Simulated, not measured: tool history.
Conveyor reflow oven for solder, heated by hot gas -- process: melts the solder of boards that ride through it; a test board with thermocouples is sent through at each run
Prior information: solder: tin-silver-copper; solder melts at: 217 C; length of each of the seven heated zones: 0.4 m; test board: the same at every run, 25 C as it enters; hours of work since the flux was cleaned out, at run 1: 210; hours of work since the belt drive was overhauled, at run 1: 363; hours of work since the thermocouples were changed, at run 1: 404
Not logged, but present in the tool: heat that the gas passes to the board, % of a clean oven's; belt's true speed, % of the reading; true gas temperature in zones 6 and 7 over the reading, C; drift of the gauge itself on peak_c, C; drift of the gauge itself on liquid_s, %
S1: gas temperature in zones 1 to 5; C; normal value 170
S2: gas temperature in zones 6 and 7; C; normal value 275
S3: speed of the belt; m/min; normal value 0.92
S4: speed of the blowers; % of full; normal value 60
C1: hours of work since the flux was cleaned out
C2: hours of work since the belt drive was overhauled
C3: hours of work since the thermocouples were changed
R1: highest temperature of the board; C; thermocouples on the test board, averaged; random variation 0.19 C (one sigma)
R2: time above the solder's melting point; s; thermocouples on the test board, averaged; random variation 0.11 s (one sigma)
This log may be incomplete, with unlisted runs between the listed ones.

run	hour	S1	S2	S3	S4	C1	C2	C3	R1	R2
1	0	170	275	0.92	60	210	363	404	249.4	35.5
2	16	170	275	0.92	60	219	372	414	249.4	35.6
3	32.8	171	275	0.92	60	229	382	424	249.6	35.8
4	45.2	171	275	0.92	60	237	390	431	249.5	35.6
5	62.8	170	285	0.92	60	247	400	441	257.4	39.7
6	76.2	170	275	0.788	60	255	408	449	255.1	45.9
7	88.8	170	275	0.92	60	263	416	457	248.9	35.3
8	105.8	175	275	0.92	60	273	426	467	249.8	37.3
9	114.2	170	275	0.92	60	278	431	472	249	35
10	127.3	170	275	0.92	60	285	438	480	249	35.1
# hour 134: flux residue cleaned out of gas plates and filters
11	149.4	180	275	0.92	60	9	449	490	250.7	38.6
12	156.9	180	275	0.92	60	14	453	494	250.8	38.6
13	175.2	180	275	0.92	60	24	464	505	250.8	38.5
14	193.5	180	275	0.92	60	35	475	516	250.4	38.1
15	201.5	170	275	0.92	60	40	479	521	248.3	34.5
# hour 210.3: flux residue cleaned out of gas plates and filters, once more
16	224.7	156	270	0.92	60	9	490	532	243.5	29.1
17	233.7	156	270	0.92	60	14	496	537	243.3	29.2
18	249.4	171	271	0.92	75	23	505	546	251.5	38
19	265.5	171	271	0.92	75	33	514	556	251.6	37.8
20	277.3	171	286	0.784	75	40	521	563	269.7	53.7
21	295.3	163	277	0.868	84	50	532	573	259.2	42.5
22	303.6	170	275	1.014	60	55	537	578	246.2	30.1
23	317.1	163	275	0.92	66	63	545	586	250.6	35.2
24	331.9	163	275	0.92	66	72	554	595	250.2	34.9
25	349.6	163	275	0.92	66	83	564	606	250.5	35
26	359.7	165	275	0.76	60	89	570	612	256.2	47.1
27	377	165	275	0.76	60	99	581	622	255.9	47.1
28	393.1	165	275	0.76	60	108	590	631	255.8	47.4
29	406.5	165	275	0.76	60	116	598	639	255.6	47.1
30	422.7	161	275	0.989	54	126	608	649	241.6	25.9

What if the next run were any one of these 5? Each begins from the tool's condition after run 30:
A	440.6	162	264	0.956	54	137	618	660	?	?
B	440.6	170	281	1.082	60	137	618	660	?	?
C	440.6	170	275	0.986	60	137	618	660	?	?
D	440.6	161	275	0.998	54	137	618	660	?	?
E	440.6	161	275	0.956	54	137	618	660	?	?

run	R1	R2
A	234.9	22.2
B	246.8	28
C	246.3	31.4
D	241.1	25.3
E	243.3	28.1
With the hidden condition removed and each run's random variation left untouched, the same runs would have given:
run	R1	R2
A	237.2	24
B	249.3	29.1
C	248.7	32.6
D	243.5	26.8
E	245.7	29.4
